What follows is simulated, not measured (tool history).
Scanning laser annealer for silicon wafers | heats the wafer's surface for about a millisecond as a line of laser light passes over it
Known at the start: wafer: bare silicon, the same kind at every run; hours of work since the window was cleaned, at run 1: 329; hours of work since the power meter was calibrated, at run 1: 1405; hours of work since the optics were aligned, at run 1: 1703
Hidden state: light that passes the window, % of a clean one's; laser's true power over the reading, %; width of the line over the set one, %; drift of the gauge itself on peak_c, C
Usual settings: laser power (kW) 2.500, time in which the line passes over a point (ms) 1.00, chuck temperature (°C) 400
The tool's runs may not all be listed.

run,hour,laser power (kW),time in which the line passes over a point (ms),chuck temperature (°C),hours of work since the window was cleaned,hours of work since the power meter was calibrated,hours of work since the optics were aligned,highest temperature of the surface (°C)
1,0.0,2.500,1.00,400,329,1405,1703,1138
2,52.5,2.500,1.00,400,370,1446,1744,1132
3,98.0,2.500,1.24,400,405,1481,1779,1214
4,134.4,2.500,1.09,400,434,1509,1807,1161
5,170.7,2.400,1.00,400,462,1537,1835,1086
# hour 211.5: window over the wafer cleaned
6,219.2,2.400,1.00,400,6,1573,1871,1127
7,249.8,2.465,1.00,400,30,1597,1895,1151
# hour 285.7: optics aligned, line set to its width
8,320.6,2.465,1.00,400,81,1648,27,1155
9,356.5,2.500,1.00,400,108,1676,55,1166
10,418.5,2.500,1.00,400,156,1724,103,1160
11,452.7,2.500,1.00,436,183,1750,129,1197
12,495.9,2.500,1.00,400,216,1784,163,1156
13,531.2,2.500,1.00,400,244,1811,190,1154
14,597.3,2.500,1.00,400,295,1862,241,1145
15,649.2,2.547,1.00,400,335,1902,281,1158
16,706.4,2.500,1.00,369,379,1946,326,1107
17,776.9,2.500,1.00,369,434,2001,380,1102
18,837.1,2.705,0.90,369,480,2048,427,1140
# hour 852.7: window over the wafer cleaned
19,899.5,2.598,0.73,418,36,2094,474,1110
20,946.8,2.326,0.73,439,73,2131,510,1032
21,1002.9,2.326,0.84,383,116,2174,554,1018
22,1047.7,2.609,1.11,400,151,2209,588,1243
23,1113.7,2.613,0.80,389,202,2260,639,1102
24,1169.1,2.500,1.06,364,245,2303,682,1133
25,1212.2,2.590,1.00,400,278,2336,716,1180
26,1252.2,2.640,0.91,400,309,2367,747,1159
27,1318.5,2.500,0.76,400,361,2419,798,1042
28,1364.7,2.723,1.00,403,396,2454,834,1224
29,1401.9,2.723,1.00,403,425,2483,862,1220
30,1464.2,2.680,1.11,416,473,2531,911,1256
# hour 1487.8: window over the wafer cleaned
31,1496.8,2.162,1.02,416,7,2555,934,1057

Forecast each of these 3 alternatives for the next run:
A,1526.6,2.538,1.00,401,30,2578,957,?
B,1526.6,2.162,1.02,438,30,2578,957,?
C,1526.6,2.500,1.22,437,30,2578,957,?

run,highest temperature of the surface (°C)
A,1183
B,1074
C,1283
Without the tool's hidden state the same runs would have given:
run,highest temperature of the surface (°C)
A,1203
B,1091
C,1305
